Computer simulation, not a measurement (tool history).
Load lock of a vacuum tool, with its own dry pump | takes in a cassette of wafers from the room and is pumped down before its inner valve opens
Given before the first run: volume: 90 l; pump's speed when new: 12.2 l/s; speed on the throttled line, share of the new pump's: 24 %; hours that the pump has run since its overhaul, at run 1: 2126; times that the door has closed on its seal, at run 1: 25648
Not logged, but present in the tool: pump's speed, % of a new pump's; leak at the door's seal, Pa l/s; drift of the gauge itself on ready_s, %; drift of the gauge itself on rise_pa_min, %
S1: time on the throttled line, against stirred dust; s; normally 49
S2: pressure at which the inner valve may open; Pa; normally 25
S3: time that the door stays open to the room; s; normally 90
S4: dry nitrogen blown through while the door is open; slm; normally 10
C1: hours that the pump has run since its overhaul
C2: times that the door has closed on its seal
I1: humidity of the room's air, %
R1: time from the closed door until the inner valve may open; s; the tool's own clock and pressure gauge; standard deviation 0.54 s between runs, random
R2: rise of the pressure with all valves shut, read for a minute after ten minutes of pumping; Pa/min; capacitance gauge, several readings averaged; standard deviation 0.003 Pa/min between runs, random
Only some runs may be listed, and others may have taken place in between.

run 1 hour=0.0 | S1=49 S2=25 S3=90 S4=10 | C1=2126 C2=25648 | I1=43.0 | R1=98.9 R2=0.176
-- hour=186.7 door's seal changed, seat wiped
run 2 hour=234.5 | S1=49 S2=25 S3=90 S4=10 | C1=2359 C2=234 | I1=47.2 | R1=99.4 R2=0.040
run 3 hour=424.9 | S1=49 S2=25 S3=90 S4=10 | C1=2550 C2=1164 | I1=44.1 | R1=101.3 R2=0.037
run 4 hour=700.3 | S1=49 S2=25 S3=90 S4=10 | C1=2825 C2=2509 | I1=42.9 | R1=99.9 R2=0.042
run 5 hour=1123.4 | S1=49 S2=25 S3=90 S4=10 | C1=3248 C2=4576 | I1=47.1 | R1=99.6 R2=0.049
run 6 hour=1513.8 | S1=49 S2=42 S3=90 S4=10 | C1=3638 C2=6484 | I1=49.0 | R1=96.0 R2=0.053
run 7 hour=1714.5 | S1=49 S2=42 S3=90 S4=10 | C1=3839 C2=7464 | I1=44.5 | R1=97.2 R2=0.054
run 8 hour=2020.1 | S1=49 S2=42 S3=90 S4=24 | C1=4145 C2=8957 | I1=48.0 | R1=96.7 R2=0.052
run 9 hour=2303.1 | S1=49 S2=42 S3=90 S4=24 | C1=4428 C2=10340 | I1=45.1 | R1=98.3 R2=0.052
run 10 hour=2537.6 | S1=49 S2=42 S3=90 S4=24 | C1=4662 C2=11486 | I1=45.0 | R1=97.1 R2=0.060
run 11 hour=2883.7 | S1=49 S2=42 S3=90 S4=24 | C1=5008 C2=13176 | I1=47.4 | R1=96.5 R2=0.064
run 12 hour=3169.2 | S1=49 S2=42 S3=90 S4=24 | C1=5294 C2=14572 | I1=42.9 | R1=97.2 R2=0.075
run 13 hour=3390.2 | S1=49 S2=25 S3=90 S4=10 | C1=5515 C2=15651 | I1=42.0 | R1=102.2 R2=0.093
run 14 hour=3727.1 | S1=49 S2=25 S3=90 S4=10 | C1=5852 C2=17297 | I1=44.1 | R1=100.7 R2=0.106
run 15 hour=4136.4 | S1=49 S2=25 S3=90 S4=10 | C1=6261 C2=19297 | I1=44.9 | R1=101.8 R2=0.114
run 16 hour=4325.9 | S1=49 S2=25 S3=90 S4=7 | C1=6451 C2=20223 | I1=42.9 | R1=102.9 R2=0.127
run 17 hour=4569.6 | S1=49 S2=29 S3=90 S4=7 | C1=6694 C2=21413 | I1=43.5 | R1=101.5 R2=0.135
run 18 hour=4858.1 | S1=49 S2=25 S3=90 S4=10 | C1=6983 C2=22823 | I1=44.3 | R1=103.1 R2=0.138
run 19 hour=5119.8 | S1=49 S2=25 S3=129 S4=10 | C1=7244 C2=24102 | I1=45.6 | R1=103.4 R2=0.152
run 20 hour=5489.2 | S1=25 S2=19 S3=90 S4=43 | C1=7614 C2=25906 | I1=43.2 | R1=87.4 R2=0.138
-- hour=5627.6 door's seal changed, seat wiped
run 21 hour=5665.4 | S1=49 S2=23 S3=85 S4=11 | C1=7789 C2=185 | I1=42.6 | R1=104.3 R2=0.039
run 22 hour=6036.2 | S1=49 S2=25 S3=90 S4=15 | C1=8159 C2=1996 | I1=47.1 | R1=103.6 R2=0.037
run 23 hour=6317.5 | S1=49 S2=25 S3=90 S4=15 | C1=8441 C2=3371 | I1=44.0 | R1=103.3 R2=0.034
run 24 hour=6608.7 | S1=49 S2=25 S3=90 S4=15 | C1=8732 C2=4794 | I1=45.2 | R1=104.4 R2=0.044
run 25 hour=6849.2 | S1=43 S2=25 S3=90 S4=15 | C1=8972 C2=5968 | I1=43.7 | R1=100.1 R2=0.043
run 26 hour=7272.1 | S1=49 S2=25 S3=48 S4=28 | C1=9395 C2=8034 | I1=44.3 | R1=105.0 R2=0.043
run 27 hour=7464.8 | S1=70 S2=25 S3=48 S4=28 | C1=9588 C2=8976 | I1=44.6 | R1=120.7 R2=0.049
run 28 hour=7657.5 | S1=51 S2=29 S3=142 S4=25 | C1=9781 C2=9918 | I1=47.0 | R1=104.9 R2=0.064
run 29 hour=7950.7 | S1=51 S2=29 S3=142 S4=25 | C1=10074 C2=11350 | I1=41.9 | R1=106.3 R2=0.059
run 30 hour=8324.3 | S1=51 S2=29 S3=142 S4=25 | C1=10447 C2=13175 | I1=47.2 | R1=105.5 R2=0.073
run 31 hour=8736.7 | S1=51 S2=29 S3=142 S4=25 | C1=10860 C2=15190 | I1=45.6 | R1=106.6 R2=0.085
run 32 hour=9004.8 | S1=51 S2=29 S3=142 S4=25 | C1=11128 C2=16500 | I1=46.2 | R1=106.9 R2=0.094
run 33 hour=9401.9 | S1=72 S2=35 S3=25 S4=15 | C1=11525 C2=18440 | I1=44.5 | R1=120.9 R2=0.100
run 34 hour=9671.1 | S1=72 S2=35 S3=25 S4=15 | C1=11794 C2=19755 | I1=44.9 | R1=121.3 R2=0.106
-- hour=10065.3 dry pump taken out, an overhauled one fitted
run 35 hour=10065.3 | S1=49 S2=25 S3=191 S4=8 | C1=0 C2=21652 | I1=44.1 | R1=98.8 R2=0.146
run 36 hour=10416.0 | S1=60 S2=18 S3=91 S4=7 | C1=351 C2=23366 | I1=43.3 | R1=109.7 R2=0.151
run 37 hour=10732.6 | S1=82 S2=39 S3=103 S4=9 | C1=667 C2=24912 | I1=40.2 | R1=120.4 R2=0.152

Here are 3 independent what-if runs from the current tool condition. What would each one return?
run A hour=10936.0 | S1=26 S2=34 S3=103 S4=16 | C1=871 C2=25906 | I1=45.2 | R1=? R2=?
run B hour=10936.0 | S1=70 S2=39 S3=103 S4=36 | C1=871 C2=25906 | I1=43.7 | R1=? R2=?
run C hour=10936.0 | S1=49 S2=25 S3=170 S4=10 | C1=871 C2=25906 | I1=44.4 | R1=? R2=?

run=A R1=79.1 R2=0.150
run=B R1=112.0 R2=0.140
run=C R1=99.8 R2=0.172
Stripped of hidden state, with their random variation kept, the same runs would have yielded:
run=A R1=78.5 R2=0.028
run=B R1=111.5 R2=0.016
run=C R1=99.3 R2=0.050

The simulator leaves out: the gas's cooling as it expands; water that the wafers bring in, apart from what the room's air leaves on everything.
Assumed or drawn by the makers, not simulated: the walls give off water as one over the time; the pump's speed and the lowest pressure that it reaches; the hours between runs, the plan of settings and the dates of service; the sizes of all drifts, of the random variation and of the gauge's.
